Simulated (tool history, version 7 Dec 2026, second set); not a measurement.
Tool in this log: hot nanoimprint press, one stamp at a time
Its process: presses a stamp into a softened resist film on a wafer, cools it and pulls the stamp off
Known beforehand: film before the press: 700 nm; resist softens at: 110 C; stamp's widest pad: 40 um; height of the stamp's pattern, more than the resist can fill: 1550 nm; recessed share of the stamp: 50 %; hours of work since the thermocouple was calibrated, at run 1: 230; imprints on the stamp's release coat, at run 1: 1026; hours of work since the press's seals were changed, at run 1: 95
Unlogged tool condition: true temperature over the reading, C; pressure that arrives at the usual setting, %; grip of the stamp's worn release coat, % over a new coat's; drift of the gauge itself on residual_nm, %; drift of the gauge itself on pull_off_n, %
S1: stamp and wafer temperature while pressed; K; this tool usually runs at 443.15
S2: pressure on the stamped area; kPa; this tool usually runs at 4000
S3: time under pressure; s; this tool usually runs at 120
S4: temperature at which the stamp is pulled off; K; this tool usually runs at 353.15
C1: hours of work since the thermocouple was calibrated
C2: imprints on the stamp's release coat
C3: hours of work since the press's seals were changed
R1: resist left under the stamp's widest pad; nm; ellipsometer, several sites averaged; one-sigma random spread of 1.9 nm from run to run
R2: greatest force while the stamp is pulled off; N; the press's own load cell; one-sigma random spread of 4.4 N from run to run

{"run": 1, "day": 0.0, "S1": 443.15, "S2": 4000, "S3": 120, "S4": 353.15, "C1": 230, "C2": 1026, "C3": 95, "R1": 314.2, "R2": 318}
{"day": 0.388, "done": "stamp cleaned and given a new release coat"}
{"run": 2, "day": 0.621, "S1": 443.15, "S2": 4000, "S3": 120, "S4": 353.15, "C1": 236, "C2": 25, "C3": 101, "R1": 317.3, "R2": 217}
{"run": 3, "day": 0.971, "S1": 443.15, "S2": 4000, "S3": 120, "S4": 353.15, "C1": 241, "C2": 61, "C3": 106, "R1": 315, "R2": 220}
{"run": 4, "day": 1.288, "S1": 443.15, "S2": 3800, "S3": 120, "S4": 353.15, "C1": 246, "C2": 94, "C3": 111, "R1": 326, "R2": 225}
{"run": 5, "day": 1.65, "S1": 443.15, "S2": 3800, "S3": 120, "S4": 353.15, "C1": 251, "C2": 133, "C3": 117, "R1": 323.2, "R2": 219}
{"run": 6, "day": 1.879, "S1": 443.15, "S2": 3800, "S3": 120, "S4": 353.15, "C1": 255, "C2": 157, "C3": 120, "R1": 324.7, "R2": 232}
{"run": 7, "day": 2.25, "S1": 443.15, "S2": 3800, "S3": 120, "S4": 353.15, "C1": 260, "C2": 196, "C3": 126, "R1": 324.7, "R2": 228}
{"run": 8, "day": 2.433, "S1": 443.15, "S2": 3800, "S3": 179, "S4": 353.15, "C1": 263, "C2": 215, "C3": 129, "R1": 278.6, "R2": 240}
{"run": 9, "day": 2.721, "S1": 443.15, "S2": 3800, "S3": 179, "S4": 353.15, "C1": 268, "C2": 245, "C3": 133, "R1": 284.6, "R2": 243}
{"run": 10, "day": 2.888, "S1": 443.15, "S2": 3800, "S3": 179, "S4": 353.15, "C1": 270, "C2": 263, "C3": 136, "R1": 280, "R2": 240}
{"day": 3.029, "done": "plate thermocouple calibrated"}
{"run": 11, "day": 3.342, "S1": 443.15, "S2": 5260, "S3": 120, "S4": 353.15, "C1": 5, "C2": 297, "C3": 141, "R1": 286.5, "R2": 238}
{"run": 12, "day": 3.692, "S1": 443.15, "S2": 5260, "S3": 120, "S4": 353.15, "C1": 10, "C2": 334, "C3": 146, "R1": 286.6, "R2": 253}
{"run": 13, "day": 4.021, "S1": 443.15, "S2": 4000, "S3": 120, "S4": 353.15, "C1": 15, "C2": 369, "C3": 151, "R1": 322, "R2": 251}
{"run": 14, "day": 4.3, "S1": 443.15, "S2": 4000, "S3": 120, "S4": 353.15, "C1": 19, "C2": 398, "C3": 155, "R1": 326.4, "R2": 258}
{"run": 15, "day": 4.604, "S1": 449.15, "S2": 4000, "S3": 120, "S4": 353.15, "C1": 24, "C2": 430, "C3": 160, "R1": 233.1, "R2": 260}
{"day": 4.983, "done": "plate thermocouple calibrated, once more"}
{"run": 16, "day": 5.025, "S1": 449.15, "S2": 4000, "S3": 120, "S4": 353.15, "C1": 1, "C2": 461, "C3": 164, "R1": 221.1, "R2": 252}
{"run": 17, "day": 5.346, "S1": 449.15, "S2": 2860, "S3": 80, "S4": 353.15, "C1": 6, "C2": 494, "C3": 169, "R1": 304, "R2": 264}

Run 18 comes next. What will it give?
{"run": 18, "day": 5.579, "S1": 449.15, "S2": 2860, "S3": 80, "S4": 353.15, "C1": 9, "C2": 519, "C3": 173, "R1": "?", "R2": "?"}

{"run 18": {"R1": 306.1, "R2": 268}}
Take away the tool's hidden state, keep the run-to-run variation as it was, and the same run would have given R1 302.1 nm, R2 216 N.
